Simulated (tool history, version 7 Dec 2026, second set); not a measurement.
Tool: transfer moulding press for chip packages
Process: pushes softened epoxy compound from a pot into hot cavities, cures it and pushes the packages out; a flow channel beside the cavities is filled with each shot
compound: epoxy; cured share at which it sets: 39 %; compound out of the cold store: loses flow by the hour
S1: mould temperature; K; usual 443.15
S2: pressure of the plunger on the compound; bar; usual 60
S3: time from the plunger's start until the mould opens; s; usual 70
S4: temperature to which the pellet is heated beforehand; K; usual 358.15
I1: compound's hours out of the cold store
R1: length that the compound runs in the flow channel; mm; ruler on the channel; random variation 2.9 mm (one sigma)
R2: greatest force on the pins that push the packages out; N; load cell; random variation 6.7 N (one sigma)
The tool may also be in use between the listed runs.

run 1 day=0 | S1=443.15 S2=60 S3=70 S4=358.15 | I1=40.2 | R1=540 R2=439
run 2 day=1.288 | S1=443.15 S2=60 S3=51 S4=358.15 | I1=23.3 | R1=588 R2=1082
-- day=2.188 plunger's sealing rings changed
-- day=2.554 cavities cleaned with cleaning compound and waxed
run 3 day=2.708 | S1=443.15 S2=60 S3=51 S4=358.15 | I1=23 | R1=607 R2=571
run 4 day=4.108 | S1=443.15 S2=60 S3=65 S4=358.15 | I1=32.8 | R1=573 R2=493
run 5 day=4.804 | S1=447.15 S2=60 S3=65 S4=358.15 | I1=12.9 | R1=613 R2=463
run 6 day=6.433 | S1=447.15 S2=60 S3=65 S4=358.15 | I1=27.2 | R1=576 R2=497
-- day=7.092 cavities cleaned with cleaning compound and waxed
run 7 day=7.225 | S1=443.15 S2=51.7 S3=70 S4=358.15 | I1=34.2 | R1=529 R2=295
run 8 day=8.579 | S1=443.15 S2=51.7 S3=70 S4=358.15 | I1=16.2 | R1=572 R2=457
run 9 day=10.208 | S1=443.15 S2=51.7 S3=70 S4=358.15 | I1=22 | R1=551 R2=553
run 10 day=11.221 | S1=443.15 S2=60 S3=70 S4=358.15 | I1=16.5 | R1=612 R2=555
-- day=11.633 cavities cleaned with cleaning compound and waxed
run 11 day=12.883 | S1=443.15 S2=60 S3=70 S4=358.15 | I1=37.6 | R1=545 R2=404
run 12 day=14.379 | S1=443.15 S2=60 S3=70 S4=358.15 | I1=22.2 | R1=589 R2=514
run 13 day=15.35 | S1=443.15 S2=60 S3=70 S4=358.15 | I1=39.6 | R1=549 R2=527
-- day=16.192 cavities cleaned with cleaning compound and waxed
run 14 day=16.329 | S1=443.15 S2=60 S3=70 S4=358.15 | I1=38.8 | R1=537 R2=282
-- day=16.638 plunger's sealing rings changed
run 15 day=17.704 | S1=443.15 S2=60 S3=60 S4=358.15 | I1=41.1 | R1=548 R2=528
run 16 day=18.508 | S1=443.15 S2=73.4 S3=70 S4=350.15 | I1=20.8 | R1=677 R2=502
run 17 day=19.492 | S1=443.15 S2=73.4 S3=70 S4=350.15 | I1=44.5 | R1=602 R2=525
run 18 day=20.538 | S1=443.15 S2=73.4 S3=70 S4=350.15 | I1=20.4 | R1=670 R2=589
-- day=20.892 cavities cleaned with cleaning compound and waxed
run 19 day=21.883 | S1=445.15 S2=52.8 S3=85 S4=359.15 | I1=30.7 | R1=536 R2=321
-- day=22.1 mould's thermocouples calibrated
run 20 day=23.146 | S1=444.15 S2=46.9 S3=85 S4=359.15 | I1=12.6 | R1=552 R2=376
run 21 day=24.233 | S1=448.15 S2=48.9 S3=70 S4=362.15 | I1=25.3 | R1=517 R2=439
run 22 day=25.275 | S1=443.15 S2=60 S3=78 S4=358.15 | I1=16.6 | R1=612 R2=516
-- day=25.592 cavities cleaned with cleaning compound and waxed
run 23 day=26.808 | S1=443.15 S2=60 S3=78 S4=358.15 | I1=18.5 | R1=602 R2=349
run 24 day=28.021 | S1=438.15 S2=47.2 S3=103 S4=348.15 | I1=20.3 | R1=543 R2=419
run 25 day=29.567 | S1=438.15 S2=47.2 S3=103 S4=348.15 | I1=42.7 | R1=491 R2=456
-- day=30.167 cavities cleaned with cleaning compound and waxed
-- day=30.608 mould's thermocouples calibrated, once more
run 26 day=30.788 | S1=439.15 S2=53.1 S3=91 S4=364.15 | I1=33.3 | R1=538 R2=315
-- day=31.179 plunger's sealing rings changed
run 27 day=32.358 | S1=443.15 S2=59.1 S3=59 S4=358.15 | I1=23 | R1=598 R2=691
run 28 day=33.875 | S1=443.15 S2=59.1 S3=59 S4=358.15 | I1=36.7 | R1=561 R2=722

Forecast run 29:
-- day=34.879 cavities cleaned with cleaning compound and waxed
run 29 day=34.883 | S1=443.15 S2=60 S3=70 S4=366.15 | I1=43.5 | R1=? R2=?

Run 29 gave R1 546 mm, R2 270 N.
Without the tool's hidden state the same run would have given R1 551 mm, R2 266 N.
